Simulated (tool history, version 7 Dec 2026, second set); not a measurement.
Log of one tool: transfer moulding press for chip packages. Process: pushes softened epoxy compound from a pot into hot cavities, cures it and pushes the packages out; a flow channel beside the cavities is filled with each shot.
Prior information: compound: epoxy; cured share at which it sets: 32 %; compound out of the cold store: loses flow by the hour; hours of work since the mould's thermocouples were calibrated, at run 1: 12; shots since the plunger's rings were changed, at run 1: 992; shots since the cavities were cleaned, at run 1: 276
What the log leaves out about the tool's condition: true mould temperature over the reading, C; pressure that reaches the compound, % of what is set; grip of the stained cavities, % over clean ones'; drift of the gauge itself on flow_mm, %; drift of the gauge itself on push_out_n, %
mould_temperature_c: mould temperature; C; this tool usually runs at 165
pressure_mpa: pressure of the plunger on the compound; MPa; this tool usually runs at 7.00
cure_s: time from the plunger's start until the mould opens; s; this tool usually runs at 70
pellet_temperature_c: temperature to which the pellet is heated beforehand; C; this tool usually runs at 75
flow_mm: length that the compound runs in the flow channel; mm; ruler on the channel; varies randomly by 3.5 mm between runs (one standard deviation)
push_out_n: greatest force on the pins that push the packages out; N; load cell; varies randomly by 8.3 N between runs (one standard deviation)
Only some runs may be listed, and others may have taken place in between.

run	day	mould_temperature_c	pressure_mpa	cure_s	pellet_temperature_c	hours of work since the mould's thermocouples were calibrated	shots since the plunger's rings were changed	shots since the cavities were cleaned	incoming compound's hours out of the cold store	flow_mm	push_out_n
1	0.000	165	7.00	70	75	12	992	276	33.7	664	464
# day 0.550: cavities cleaned with cleaning compound and waxed
2	1.275	165	7.00	70	75	29	1366	224	26.6	674	441
# day 1.958: cavities cleaned with cleaning compound and waxed
3	2.379	165	7.00	70	65	44	1688	130	14.9	693	431
# day 3.362: cavities cleaned with cleaning compound and waxed
4	3.362	165	7.00	70	65	57	1972	0	34.2	653	355
5	4.492	165	7.00	70	65	72	2321	349	19.5	673	488
# day 4.775: cavities cleaned with cleaning compound and waxed
6	5.217	165	7.00	56	65	81	2526	137	17.4	676	638
# day 6.196: cavities cleaned with cleaning compound and waxed
# day 6.388: plunger's sealing rings changed
7	6.446	165	7.00	56	65	96	18	45	38.2	667	547
8	7.554	165	7.00	56	65	112	361	388	26.9	684	720
# day 7.729: cavities cleaned with cleaning compound and waxed
9	8.538	165	7.00	61	65	124	645	250	24.7	684	575
# day 9.188: cavities cleaned with cleaning compound and waxed
10	9.504	165	7.00	61	65	137	924	97	34.6	666	492
# day 10.671: cavities cleaned with cleaning compound and waxed
11	10.729	165	8.67	61	65	153	1284	19	19.8	761	465
12	11.317	166	8.67	61	65	161	1465	200	30.7	734	499
# day 12.117: cavities cleaned with cleaning compound and waxed
13	12.283	166	8.67	61	65	174	1744	51	27.5	738	433
14	12.896	166	8.67	61	65	182	1933	240	15.4	756	535
# day 13.596: cavities cleaned with cleaning compound and waxed
15	13.683	166	8.67	61	65	192	2157	27	9.2	766	446
16	14.817	166	8.67	61	65	208	2507	377	33.3	712	535
# day 15.004: cavities cleaned with cleaning compound and waxed
17	15.446	166	8.67	61	65	216	2682	136	25.9	733	478
# day 16.062: plunger's sealing rings changed
18	16.129	173	7.00	70	75	224	20	314	37.7	633	408
# day 16.517: cavities cleaned with cleaning compound and waxed
19	17.162	161	5.69	68	84	238	321	200	37.6	606	543
# day 17.929: cavities cleaned with cleaning compound and waxed
20	18.417	165	8.58	70	75	254	688	150	11.7	780	397
# day 19.358: cavities cleaned with cleaning compound and waxed
21	19.483	165	6.08	70	81	268	998	38	20.8	636	370
22	20.346	158	6.08	70	81	280	1264	304	22.7	654	726
# day 20.788: cavities cleaned with cleaning compound and waxed
23	21.446	170	8.73	88	71	294	1585	204	20.1	744	383
# day 22.283: cavities cleaned with cleaning compound and waxed
24	22.662	167	5.28	88	71	311	1942	118	21.5	579	366
# day 23.750: cavities cleaned with cleaning compound and waxed
25	23.933	167	8.71	59	82	327	2314	55	39.2	706	423
26	24.758	167	7.46	94	80	339	2569	310	31.3	661	408

Forecast run 27:
# day 25.158: cavities cleaned with cleaning compound and waxed
27	25.433	165	8.01	79	69	347	2759	85	9.3	?	?

Run 27 produced flow_mm 734 mm, push_out_n 365 N.
With the hidden condition absent and the run-to-run variation left alone, this run would have shown flow_mm 771 mm, push_out_n 334 N.
